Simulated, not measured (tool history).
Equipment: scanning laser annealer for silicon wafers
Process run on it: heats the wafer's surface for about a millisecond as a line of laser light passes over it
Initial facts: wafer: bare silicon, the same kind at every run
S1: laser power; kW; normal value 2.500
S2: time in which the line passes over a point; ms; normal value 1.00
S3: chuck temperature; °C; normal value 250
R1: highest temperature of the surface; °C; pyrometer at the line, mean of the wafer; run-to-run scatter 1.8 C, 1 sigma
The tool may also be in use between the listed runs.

| run | day | S1 | S2 | S3 | R1 |
|---|---|---|---|---|---|
| 1 | 0.000 | 2.500 | 1.00 | 250 | 981 |
| 2 | 0.504 | 2.500 | 1.00 | 250 | 980 |
| 3 | 1.146 | 2.500 | 1.00 | 250 | 983 |
| 4 | 1.508 | 2.500 | 1.00 | 256 | 988 |
| 5 | 2.054 | 2.500 | 1.00 | 250 | 977 |
| 6 | 2.733 | 2.500 | 1.00 | 250 | 977 |
| 7 | 3.588 | 2.500 | 1.00 | 250 | 978 |
| 8 | 4.404 | 2.500 | 1.00 | 250 | 978 |
| 9 | 4.971 | 2.500 | 1.00 | 250 | 978 |
| 10 | 5.433 | 2.500 | 1.00 | 250 | 976 |
| 11 | 6.025 | 2.500 | 1.00 | 250 | 977 |
| 12 | 6.679 | 2.500 | 1.00 | 250 | 979 |
| 13 | 7.188 | 2.500 | 1.00 | 250 | 977 |
| 14 | 7.938 | 2.500 | 0.93 | 250 | 948 |
| 15 | 8.592 | 2.500 | 0.93 | 250 | 948 |
| 16 | 9.462 | 2.500 | 0.93 | 250 | 947 |
|  | 9.733 | window over the wafer cleaned |
| 17 | 10.162 | 2.500 | 0.93 | 250 | 970 |
| 18 | 10.975 | 2.500 | 0.93 | 250 | 970 |
| 19 | 11.458 | 2.500 | 0.73 | 250 | 884 |
| 20 | 11.938 | 2.500 | 0.73 | 250 | 888 |
| 21 | 12.650 | 2.500 | 1.00 | 275 | 1024 |
| 22 | 13.508 | 2.500 | 1.00 | 275 | 1022 |
| 23 | 14.225 | 2.500 | 1.00 | 275 | 1021 |
| 24 | 14.929 | 2.500 | 1.00 | 275 | 1022 |
| 25 | 15.462 | 2.500 | 1.00 | 275 | 1022 |
| 26 | 15.850 | 2.325 | 1.00 | 258 | 944 |
| 27 | 16.712 | 2.537 | 1.24 | 279 | 1130 |
| 28 | 17.454 | 2.537 | 1.24 | 279 | 1131 |
| 29 | 17.812 | 2.306 | 0.88 | 237 | 867 |
| 30 | 18.483 | 2.638 | 1.12 | 268 | 1112 |
| 31 | 19.042 | 2.606 | 1.04 | 278 | 1080 |

Expected results for the next run?
| 32 | 19.496 | 2.635 | 1.00 | 223 | ? |

For run 32 the tool returned R1 1018 °C.
With the hidden condition absent and the run-to-run variation left alone, this run would have shown R1 1034 °C.
